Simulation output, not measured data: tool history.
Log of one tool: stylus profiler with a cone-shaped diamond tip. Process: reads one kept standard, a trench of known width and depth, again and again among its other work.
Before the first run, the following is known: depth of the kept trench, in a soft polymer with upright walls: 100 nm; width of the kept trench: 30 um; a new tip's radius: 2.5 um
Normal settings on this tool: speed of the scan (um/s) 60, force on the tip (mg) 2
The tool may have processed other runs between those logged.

| run | day | speed of the scan (um/s) | force on the tip (mg) | depth of the trench (nm) | width of the trench's floor (um) |
|---|---|---|---|---|---|
| 1 | 0 | 60 | 2 | 100.645 | 28.47 |
| 2 | 1.088 | 60 | 2 | 100.658 | 28.35 |
| 3 | 3.079 | 60 | 0.95 | 100.349 | 28.29 |
| 4 | 5.212 | 60 | 0.95 | 100.366 | 28.3 |
| 5 | 7.242 | 60 | 5.21 | 101.245 | 28.4 |
| 6 | 8.575 | 60 | 5.21 | 101.254 | 28.46 |
| 7 | 10.429 | 60 | 2 | 100.639 | 28.42 |
| 8 | 12.212 | 60 | 4.43 | 101.096 | 28.42 |
| 9 | 14.083 | 60 | 4.43 | 101.121 | 28.36 |
| 10 | 15.842 | 60 | 4.43 | 101.107 | 28.35 |
| 11 | 17.712 | 60 | 4.43 | 101.104 | 28.4 |
| 12 | 18.908 | 136 | 2 | 100.618 | 28.13 |
| 13 | 20.812 | 136 | 2 | 100.612 | 28.03 |
| 14 | 21.95 | 31 | 2 | 100.602 | 28.44 |
| 15 | 23.796 | 24 | 2 | 100.601 | 28.46 |
| 16 | 26.017 | 24 | 3.86 | 100.984 | 28.46 |

Run 17, settings as shown, results not yet in. Your forecast:
| 17 | 28.004 | 24 | 0.75 | ? | ? |

Run 17 came out at depth of the trench (nm) 100.262, width of the trench's floor (um) 28.31.
Minus the tool's unlogged condition, the same run would have read depth of the trench (nm) 100.359, width of the trench's floor (um) 28.44.
